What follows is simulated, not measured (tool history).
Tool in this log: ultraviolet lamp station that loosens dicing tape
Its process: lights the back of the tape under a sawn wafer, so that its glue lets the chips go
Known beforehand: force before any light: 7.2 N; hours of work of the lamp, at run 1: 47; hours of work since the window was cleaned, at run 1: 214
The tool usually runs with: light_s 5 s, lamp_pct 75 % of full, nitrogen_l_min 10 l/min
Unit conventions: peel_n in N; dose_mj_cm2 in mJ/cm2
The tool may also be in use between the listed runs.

| run | hour | light_s | lamp_pct | nitrogen_l_min | hours of work of the lamp | hours of work since the window was cleaned | peel_n | dose_mj_cm2 |
|---|---|---|---|---|---|---|---|---|
| 1 | 0 | 5 | 75 | 10 | 47 | 214 | 0.708 | 270 |
| 2 | 5.7 | 5 | 75 | 4 | 50 | 217 | 1.168 | 266 |
| 3 | 11.5 | 5 | 75 | 4 | 53 | 220 | 1.166 | 260 |
| 4 | 20.9 | 5 | 75 | 10 | 57 | 224 | 0.718 | 263 |
| 5 | 32.1 | 5 | 75 | 10 | 63 | 230 | 0.739 | 263 |
| 6 | 42.6 | 5 | 75 | 10 | 68 | 235 | 0.711 | 263 |
| 7 | 54.1 | 5 | 77 | 10 | 74 | 241 | 0.687 | 270 |
| 8 | 61.6 | 5 | 77 | 10 | 78 | 245 | 0.701 | 269 |
| 9 | 71.7 | 5 | 77 | 10 | 83 | 250 | 0.703 | 265 |
| 10 | 78.5 | 5 | 77 | 10 | 86 | 253 | 0.701 | 270 |
| 11 | 90.2 | 5 | 80 | 5 | 92 | 259 | 0.964 | 272 |
|  | 91.6 | window cleaned of glue's vapour |
| 12 | 102 | 4 | 75 | 4 | 98 | 5 | 1.845 | 196 |
| 13 | 113 | 4 | 75 | 4 | 103 | 11 | 1.896 | 193 |
|  | 122.5 | window cleaned of glue's vapour, once more |
| 14 | 125 | 4 | 75 | 4 | 109 | 1 | 1.529 | 227 |

Run 15 comes next. What will it give?
| 15 | 132.6 | 4 | 62 | 11 | 113 | 5 | ? | ? |

For run 15 the tool returned peel_n 1.258 N, dose_mj_cm2 188 mJ/cm2.
Had the tool carried no hidden state, the very same run would have given peel_n 1.189 N, dose_mj_cm2 194 mJ/cm2.

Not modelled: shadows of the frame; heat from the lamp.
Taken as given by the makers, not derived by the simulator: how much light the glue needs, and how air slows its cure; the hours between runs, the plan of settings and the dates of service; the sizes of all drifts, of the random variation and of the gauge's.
